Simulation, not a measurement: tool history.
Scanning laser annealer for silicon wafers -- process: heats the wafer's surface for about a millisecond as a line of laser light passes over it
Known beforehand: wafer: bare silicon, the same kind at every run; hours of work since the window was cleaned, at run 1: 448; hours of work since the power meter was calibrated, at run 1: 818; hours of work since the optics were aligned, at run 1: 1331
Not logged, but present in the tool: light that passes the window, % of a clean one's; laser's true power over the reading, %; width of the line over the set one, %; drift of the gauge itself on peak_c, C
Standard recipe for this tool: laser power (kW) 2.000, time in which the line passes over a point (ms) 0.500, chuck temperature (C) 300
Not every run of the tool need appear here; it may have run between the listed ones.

run    hour  laser power (kW)  time in which the line passes over a point (ms)  chuck temperature (C)  hours of work since the window was cleaned  hours of work since the power meter was calibrated  hours of work since the optics were aligned  highest temperature of the surface (C)
  1     0.0             2.000                                            0.500                    300                                         448                                                 818                                         1331                                    1074
  2    50.1             2.000                                            0.500                    282                                         477                                                 848                                         1360                                    1058
  3   102.3             2.000                                            0.500                    282                                         507                                                 878                                         1391                                    1056
  4   151.6             2.000                                            0.500                    282                                         536                                                 907                                         1419                                    1057
  5   184.7             2.000                                            0.500                    300                                         556                                                 926                                         1439                                    1072
  6   243.4             1.812                                            0.500                    300                                         590                                                 961                                         1473                                     995
  7   294.8             1.812                                            0.514                    300                                         620                                                 991                                         1503                                    1005
  8   354.6             1.812                                            0.481                    300                                         655                                                1026                                         1538                                     978
  9   399.5             2.000                                            0.500                    262                                         681                                                1052                                         1564                                    1031
 10   441.4             2.000                                            0.500                    300                                         706                                                1076                                         1589                                    1071
      447.0  -- window over the wafer cleaned
 11   492.5             2.000                                            0.500                    300                                          27                                                1105                                         1618                                    1085
 12   519.2             2.000                                            0.500                    300                                          42                                                1121                                         1633                                    1082
 13   564.0             2.000                                            0.500                    300                                          68                                                1147                                         1659                                    1084
 14   624.8             2.000                                            0.500                    300                                         104                                                1182                                         1695                                    1085
 15   659.3             2.000                                            0.500                    300                                         124                                                1203                                         1715                                    1077
 16   700.1             2.000                                            0.500                    300                                         148                                                1227                                         1739                                    1082
 17   726.4             2.000                                            0.500                    263                                         163                                                1242                                         1754                                    1043
      735.8  -- optics aligned, line set to its width
 18   772.2             2.000                                            0.500                    300                                         187                                                1266                                           21                                    1078
 19   816.8             1.913                                            0.500                    300                                         213                                                1292                                           47                                    1040
 20   842.4             1.913                                            0.500                    300                                         228                                                1307                                           62                                    1041
 21   870.2             1.913                                            0.513                    262                                         245                                                1323                                           79                                    1013
 22   898.5             2.095                                            0.479                    284                                         261                                                1340                                           95                                    1081
 23   928.6             2.095                                            0.479                    284                                         279                                                1357                                          113                                    1082
 24   970.9             1.824                                            0.568                    300                                         304                                                1382                                          137                                    1054
 25  1009.4             2.032                                            0.455                    301                                         326                                                1404                                          160                                    1047
 26  1062.2             1.925                                            0.500                    275                                         357                                                1435                                          191                                    1018
     1071.2  -- optics aligned, line set to its width, once more
 27  1095.6             1.969                                            0.352                    264                                         374                                                1452                                           14                                     898
 28  1126.8             1.969                                            0.352                    264                                         392                                                1470                                           32                                     896
 29  1160.0             2.191                                            0.529                    321                                         411                                                1490                                           52                                    1205
 30  1186.4             2.191                                            0.529                    321                                         427                                                1505                                           67                                    1208
 31  1222.0             2.191                                            0.447                    317                                         447                                                1526                                           88                                    1126
 32  1248.5             1.978                                            0.447                    287                                         463                                                1541                                          104                                    1011
 33  1297.4             1.954                                            0.374                    294                                         492                                                1570                                          132                                     942
 34  1326.1             1.888                                            0.499                    288                                         508                                                1587                                          149                                    1020
 35  1354.6             2.000                                            0.463                    300                                         525                                                1604                                          166                                    1046
 36  1391.0             2.000                                            0.436                    300                                         546                                                1625                                          187                                    1019
 37  1422.0             1.731                                            0.500                    300                                         564                                                1643                                          205                                     965
 38  1480.4             2.000                                            0.585                    300                                         599                                                1677                                          239                                    1143
 39  1507.2             2.000                                            0.585                    300                                         614                                                1693                                          255                                    1146
 40  1563.0             2.047                                            0.585                    321                                         647                                                1725                                          288                                    1186

Pick out some run-to-run changes in highest temperature of the surface (C). Of each, how much would a tool without hidden state show as well, from the settings, what came in and chance, and how much is left for the hidden state and any gauge scatter not in both results compared?
Run 10 -> 11: window over the wafer cleaned. highest temperature of the surface (C) +14: hidden state +14, all else +0.
Run 26 -> 27: laser power (kW) 1.925 -> 1.969, time in which the line passes over a point (ms) 0.500 -> 0.352, chuck temperature (C) 275 -> 264, optics aligned, line set to its width, once more. highest temperature of the surface (C) -120: hidden state +9, all else -129.
Run 28 -> 29: laser power (kW) 1.969 -> 2.191, time in which the line passes over a point (ms) 0.352 -> 0.529, chuck temperature (C) 264 -> 321. highest temperature of the surface (C) +309: hidden state -5, all else +314.
Run 37 -> 38: laser power (kW) 1.731 -> 2.000, time in which the line passes over a point (ms) 0.500 -> 0.585. highest temperature of the surface (C) +178: hidden state -4, all else +182.

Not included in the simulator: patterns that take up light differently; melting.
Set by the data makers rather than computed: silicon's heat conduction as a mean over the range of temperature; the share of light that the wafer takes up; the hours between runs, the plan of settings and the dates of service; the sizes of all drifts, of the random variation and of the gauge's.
